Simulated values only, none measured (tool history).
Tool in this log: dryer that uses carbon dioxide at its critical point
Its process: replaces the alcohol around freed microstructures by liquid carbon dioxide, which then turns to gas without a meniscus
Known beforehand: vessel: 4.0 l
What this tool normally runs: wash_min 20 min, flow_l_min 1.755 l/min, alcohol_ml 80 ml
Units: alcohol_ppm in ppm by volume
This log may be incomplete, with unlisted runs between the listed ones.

run 1 hour=0.0 | wash_min=20 flow_l_min=1.755 alcohol_ml=80 | alcohol_ppm=33
run 2 hour=31.1 | wash_min=20 flow_l_min=1.755 alcohol_ml=80 | alcohol_ppm=54
run 3 hour=61.3 | wash_min=20 flow_l_min=1.755 alcohol_ml=80 | alcohol_ppm=45
run 4 hour=86.8 | wash_min=19 flow_l_min=1.755 alcohol_ml=80 | alcohol_ppm=56
run 5 hour=110.9 | wash_min=14 flow_l_min=1.755 alcohol_ml=80 | alcohol_ppm=181
run 6 hour=137.8 | wash_min=14 flow_l_min=1.755 alcohol_ml=80 | alcohol_ppm=184
run 7 hour=151.2 | wash_min=18 flow_l_min=1.550 alcohol_ml=70 | alcohol_ppm=96

For run 8, what comes out?
run 8 hour=179.5 | wash_min=15 flow_l_min=1.730 alcohol_ml=23 | alcohol_ppm=?

alcohol_ppm: 69 ppm by volume
Take away the tool's hidden state, keep the run-to-run variation as it was, and the same run would have given alcohol_ppm 32 ppm by volume.
